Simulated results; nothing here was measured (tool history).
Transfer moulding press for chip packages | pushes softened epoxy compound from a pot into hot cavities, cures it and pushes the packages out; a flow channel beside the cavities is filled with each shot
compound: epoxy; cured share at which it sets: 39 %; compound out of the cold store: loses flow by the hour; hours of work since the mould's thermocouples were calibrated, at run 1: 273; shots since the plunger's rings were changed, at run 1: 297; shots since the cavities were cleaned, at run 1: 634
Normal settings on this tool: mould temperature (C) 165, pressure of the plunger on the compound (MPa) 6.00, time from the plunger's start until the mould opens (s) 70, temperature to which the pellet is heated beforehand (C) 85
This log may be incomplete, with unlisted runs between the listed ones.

run	day	mould temperature (C)	pressure of the plunger on the compound (MPa)	time from the plunger's start until the mould opens (s)	temperature to which the pellet is heated beforehand (C)	hours of work since the mould's thermocouples were calibrated	shots since the plunger's rings were changed	shots since the cavities were cleaned	incoming compound's hours out of the cold store	length that the compound runs in the flow channel (mm)	greatest force on the pins that push the packages out (N)
1	0.000	165	6.00	70	85	273	297	634	8.2	934	586
# day 0.229: cavities cleaned with cleaning compound and waxed
2	1.671	165	6.00	70	85	301	987	619	28.8	867	576
# day 1.933: cavities cleaned with cleaning compound and waxed
3	2.846	165	6.00	70	85	320	1464	392	19.0	873	512
# day 3.692: cavities cleaned with cleaning compound and waxed
# day 5.396: cavities cleaned with cleaning compound and waxed
4	5.404	158	6.00	70	85	363	2506	2	23.4	898	628
# day 7.204: cavities cleaned with cleaning compound and waxed
5	7.617	158	6.00	70	85	400	3429	178	37.5	829	660
# day 8.996: cavities cleaned with cleaning compound and waxed
# day 9.317: plunger's sealing rings changed
6	9.796	165	6.00	70	85	435	206	299	18.1	910	475
# day 10.804: cavities cleaned with cleaning compound and waxed
7	11.771	165	6.00	70	85	468	1025	415	35.9	853	531
# day 12.571: cavities cleaned with cleaning compound and waxed
8	13.642	165	6.00	70	85	500	1802	461	23.6	856	505
# day 14.292: cavities cleaned with cleaning compound and waxed
9	14.904	165	6.00	70	85	521	2315	262	20.4	875	464
# day 15.958: cavities cleaned with cleaning compound and waxed
10	16.858	165	6.00	91	85	554	3126	386	37.6	812	411
# day 17.746: cavities cleaned with cleaning compound and waxed
11	18.371	165	6.00	91	85	579	3747	266	24.5	809	398
# day 18.679: mould's thermocouples calibrated
# day 19.408: plunger's sealing rings changed
# day 19.579: cavities cleaned with cleaning compound and waxed
12	20.833	165	4.55	91	85	35	586	538	46.0	729	464
# day 21.304: cavities cleaned with cleaning compound and waxed
# day 22.971: cavities cleaned with cleaning compound and waxed
13	22.971	165	4.55	91	85	70	1448	0	19.4	775	301
# day 24.667: cavities cleaned with cleaning compound and waxed
14	24.667	170	6.03	65	94	98	2148	0	10.0	871	316
# day 25.229: mould's thermocouples calibrated, once more
15	26.067	170	5.31	86	83	15	2712	564	39.6	752	451
# day 26.546: cavities cleaned with cleaning compound and waxed
16	27.425	170	5.31	86	83	37	3268	377	15.1	781	417

Run 17 comes next. What will it give?
# day 28.200: cavities cleaned with cleaning compound and waxed
17	29.262	158	5.31	86	77	68	4029	455	45.2	?	?

For run 17 the tool returned length that the compound runs in the flow channel (mm) 751, greatest force on the pins that push the packages out (N) 566.
Without the tool's hidden state the same run would have given length that the compound runs in the flow channel (mm) 822, greatest force on the pins that push the packages out (N) 390.

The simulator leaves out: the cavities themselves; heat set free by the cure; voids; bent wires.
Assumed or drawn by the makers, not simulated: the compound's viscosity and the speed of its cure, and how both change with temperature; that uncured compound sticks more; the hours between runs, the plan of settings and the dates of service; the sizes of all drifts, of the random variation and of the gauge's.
